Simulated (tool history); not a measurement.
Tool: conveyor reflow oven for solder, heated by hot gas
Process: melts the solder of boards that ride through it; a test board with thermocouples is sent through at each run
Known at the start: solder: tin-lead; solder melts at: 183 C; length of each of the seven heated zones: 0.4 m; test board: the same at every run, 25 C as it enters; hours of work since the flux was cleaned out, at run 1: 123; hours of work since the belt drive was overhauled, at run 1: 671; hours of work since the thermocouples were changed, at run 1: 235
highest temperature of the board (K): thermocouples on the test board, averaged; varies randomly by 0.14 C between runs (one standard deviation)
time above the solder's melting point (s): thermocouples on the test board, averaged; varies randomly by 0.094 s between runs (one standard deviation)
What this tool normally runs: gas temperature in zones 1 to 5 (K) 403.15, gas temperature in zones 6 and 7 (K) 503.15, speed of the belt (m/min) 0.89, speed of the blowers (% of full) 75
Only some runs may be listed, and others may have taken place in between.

| run | hour | gas temperature in zones 1 to 5 (K) | gas temperature in zones 6 and 7 (K) | speed of the belt (m/min) | speed of the blowers (% of full) | hours of work since the flux was cleaned out | hours of work since the belt drive was overhauled | hours of work since the thermocouples were changed | highest temperature of the board (K) | time above the solder's melting point (s) |
|---|---|---|---|---|---|---|---|---|---|---|
| 1 | 0 | 403.15 | 503.15 | 0.89 | 75 | 123 | 671 | 235 | 484.95 | 35.61 |
| 2 | 24.3 | 408.15 | 503.15 | 0.89 | 75 | 135 | 683 | 247 | 485.85 | 37.15 |
| 3 | 55.4 | 408.15 | 503.15 | 0.89 | 75 | 151 | 700 | 263 | 485.55 | 37.11 |
|  | 63.4 | flux residue cleaned out of gas plates and filters |
| 4 | 98.1 | 408.15 | 503.15 | 0.89 | 75 | 18 | 719 | 283 | 486.85 | 37.84 |
| 5 | 152.9 | 408.15 | 503.15 | 0.89 | 75 | 46 | 747 | 311 | 486.75 | 37.84 |
| 6 | 211.1 | 408.15 | 503.15 | 0.89 | 75 | 76 | 777 | 341 | 486.45 | 37.55 |
| 7 | 242.6 | 408.15 | 503.15 | 0.89 | 75 | 92 | 793 | 357 | 486.25 | 37.44 |
| 8 | 273.6 | 408.15 | 503.15 | 0.89 | 75 | 108 | 809 | 373 | 485.85 | 37.51 |
| 9 | 323.1 | 418.15 | 503.15 | 1.064 | 75 | 134 | 835 | 399 | 481.85 | 30.39 |
| 10 | 357.7 | 414.15 | 502.15 | 0.827 | 80 | 152 | 853 | 417 | 488.65 | 44.29 |

How the hidden state differs across the entries between the runs, from the last listed run before each to the first after it:
Run 3 -> run 4: flux residue cleaned out of gas plates and filters (hour 63.4)
  heat that the gas passes to the board, % of a clean oven's: 95.3 -> 99.2; belt's true speed, % of the reading: 99.19 -> 99.17; true gas temperature in zones 6 and 7 over the reading, C: -0.21 -> -0.23
  what was measured, less what the result would be without the hidden state, highest temperature of the board (K): -1.2 -> -0.1; time above the solder's melting point (s): -0.66 -> +0.23

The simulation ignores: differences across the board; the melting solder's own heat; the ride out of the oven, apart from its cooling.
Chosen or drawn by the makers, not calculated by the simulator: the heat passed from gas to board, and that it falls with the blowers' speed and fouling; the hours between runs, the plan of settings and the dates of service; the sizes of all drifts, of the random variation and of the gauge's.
